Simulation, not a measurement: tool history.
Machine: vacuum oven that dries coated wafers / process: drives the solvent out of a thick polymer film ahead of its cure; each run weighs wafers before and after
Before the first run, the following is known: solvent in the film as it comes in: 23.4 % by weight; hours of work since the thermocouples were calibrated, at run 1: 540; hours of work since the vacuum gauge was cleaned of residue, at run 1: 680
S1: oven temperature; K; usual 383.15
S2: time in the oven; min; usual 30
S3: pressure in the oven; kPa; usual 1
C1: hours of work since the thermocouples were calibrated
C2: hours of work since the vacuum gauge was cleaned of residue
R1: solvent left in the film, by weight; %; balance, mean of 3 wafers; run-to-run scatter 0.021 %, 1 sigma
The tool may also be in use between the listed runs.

Run 1, day 0: usual settings; C1 540; C2 680. Result: R1 2.05 %.
Run 2, day 2.262: usual settings; C1 579; C2 719. Result: R1 2.02 %.
Run 3, day 3.25: usual settings; C1 596; C2 737. Result: R1 2 %.
At day 5.025: oven's thermocouples calibrated.
Run 4, day 5.533: usual settings but S3 2.99 kPa; C1 9; C2 775. Result: R1 2.92 %.
Run 5, day 7.292: usual settings but S2 36 min; C1 39; C2 805. Result: R1 1.62 %.
Run 6, day 9.533: usual settings but S2 36 min; C1 78; C2 844. Result: R1 1.61 %.
Run 7, day 11.471: usual settings but S2 36 min; C1 112; C2 878. Result: R1 1.63 %.
Run 8, day 12.6: usual settings but S1 384.15 K; C1 131; C2 897. Result: R1 2.07 %.
Run 9, day 14.821: usual settings; C1 170; C2 936. Result: R1 2.25 %.
Run 10, day 16.888: usual settings but S1 390.15 K; C1 206; C2 972. Result: R1 1.07 %.
Run 11, day 18.288: usual settings; C1 230; C2 996. Result: R1 2.27 %.
Run 12, day 20.142: usual settings; C1 262; C2 1028. Result: R1 2.28 %.
Run 13, day 22.175: usual settings; C1 298; C2 1064. Result: R1 2.21 %.
Run 14, day 23.767: usual settings; C1 325; C2 1091. Result: R1 2.2 %.
Run 15, day 25.429: usual settings but S3 0.82 kPa; C1 354; C2 1120. Result: R1 2.16 %.
Run 16, day 27.75: usual settings but S1 379.15 K, S2 54 min, S3 2.31 kPa; C1 395; C2 1160. Result: R1 1.55 %.
Run 17, day 28.708: usual settings but S1 377.15 K, S2 53 min; C1 411; C2 1177. Result: R1 1.4 %.
Run 18, day 30.967: usual settings but S1 382.15 K, S2 21 min; C1 450; C2 1216. Result: R1 4.29 %.
Run 19, day 32.608: usual settings but S1 394.15 K, S3 3.47 kPa; C1 479; C2 1245. Result: R1 1.21 %.
Run 20, day 34.258: usual settings but S1 394.15 K, S3 3.47 kPa; C1 508; C2 1273. Result: R1 1.16 %.
Run 21, day 36.2: usual settings but S3 0.9 kPa; C1 541; C2 1307. Result: R1 2.09 %.
Run 22, day 37.575: usual settings but S3 0.9 kPa; C1 565; C2 1331. Result: R1 2.16 %.
Run 23, day 38.575: usual settings but S1 374.15 K, S2 31 min, S3 2.43 kPa; C1 582; C2 1348. Result: R1 4.92 %.
Run 24, day 39.867: usual settings but S1 382.15 K, S2 35 min, S3 0.75 kPa; C1 605; C2 1371. Result: R1 1.68 %.
At day 41.079: oven's thermocouples calibrated.
Run 25, day 41.771: usual settings but S3 2.23 kPa; C1 12; C2 1402. Result: R1 2.73 %.
Run 26, day 43.646: usual settings but S3 2.23 kPa; C1 45; C2 1435. Result: R1 2.73 %.
Run 27, day 44.983: usual settings but S1 394.15 K, S2 37 min, S3 1.56 kPa; C1 68; C2 1458. Result: R1 0.61 %.
Run 28, day 46.767: usual settings but S1 380.15 K, S2 27 min, S3 2.27 kPa; C1 99; C2 1489. Result: R1 4.06 %.
Run 29, day 48.962: usual settings but S1 380.15 K, S2 27 min, S3 2.27 kPa; C1 137; C2 1527. Result: R1 3.98 %.
Run 30, day 50.692: usual settings but S1 380.15 K, S2 27 min, S3 2.27 kPa; C1 167; C2 1557. Result: R1 3.99 %.

Below, each run's measurement less what the same run would have read without the hidden state. Both values contain the same run-to-run variation, but the gauge's scatter may not be the same in both:
The tool's hidden condition here consists of: true wafer temperature over the reading, C; true pressure over the reading, kPa; drift of the gauge itself on solvent_pct, %.
run     R1
  1  -0.22
  2  -0.24
  3  -0.24
  4  +0.12
  5  +0.11
  6  +0.09
  7  +0.09
  8  +0.08
  9  +0.06
 10  +0.06
 11  +0.04
 12  +0.03
 13  +0.01
 14     +0
 15  -0.01
 16  +0.07
 17  +0.07
 18  -0.12
 19  +0.02
 20  +0.03
 21  -0.07
 22  -0.07
 23  -0.18
 24  -0.05
 25  +0.13
 26  +0.13
 27  +0.12
 28   +0.1
 29  +0.08
 30  +0.06
